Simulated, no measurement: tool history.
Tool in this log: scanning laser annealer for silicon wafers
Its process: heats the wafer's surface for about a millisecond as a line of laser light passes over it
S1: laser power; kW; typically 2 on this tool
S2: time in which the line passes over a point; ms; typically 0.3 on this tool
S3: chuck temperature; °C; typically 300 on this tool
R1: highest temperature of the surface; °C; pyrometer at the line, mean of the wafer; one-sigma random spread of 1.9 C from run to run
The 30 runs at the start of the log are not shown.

Run 31, hour 313.3: usual settings but S1 1.963 kW, S2 0.226 ms, S3 274 °C. Result: R1 975 °C.
Run 32, hour 319.7: usual settings but S1 2.192 kW, S2 0.331 ms, S3 274 °C. Result: R1 1276 °C.
Run 33, hour 331.8: usual settings but S1 1.821 kW, S2 0.316 ms, S3 270 °C. Result: R1 1030 °C.
Run 34, hour 346: usual settings but S1 1.821 kW, S2 0.316 ms, S3 270 °C. Result: R1 1033 °C.
Run 35, hour 353.4: usual settings but S1 1.821 kW, S2 0.316 ms, S3 270 °C. Result: R1 1033 °C.
Run 36, hour 359.9: usual settings but S1 2.148 kW, S2 0.224 ms, S3 270 °C. Result: R1 1053 °C.
Run 37, hour 366.5: usual settings but S1 2.146 kW, S2 0.349 ms. Result: R1 1305 °C.
Run 38, hour 375.6: usual settings but S1 1.823 kW, S2 0.211 ms, S3 325 °C. Result: R1 934 °C.
Run 39, hour 382.4: usual settings but S1 1.747 kW. Result: R1 1001 °C.
Run 40, hour 390.5: usual settings but S1 2.016 kW. Result: R1 1145 °C.

Predict each of these 3 candidate next runs independently; none follows another, all start after run 40:
Run A, hour 398.9: usual settings but S1 1.726 kW, S2 0.219 ms, S3 297 °C. Result: R1 ?.
Run B, hour 398.9: usual settings but S1 1.82 kW. Result: R1 ?.
Run C, hour 398.9: usual settings but S1 1.862 kW. Result: R1 ?.

run    R1
  A   875
  B  1041
  C  1065
Without the tool's hidden state the same runs would have given:
run    R1
  A   876
  B  1042
  C  1065
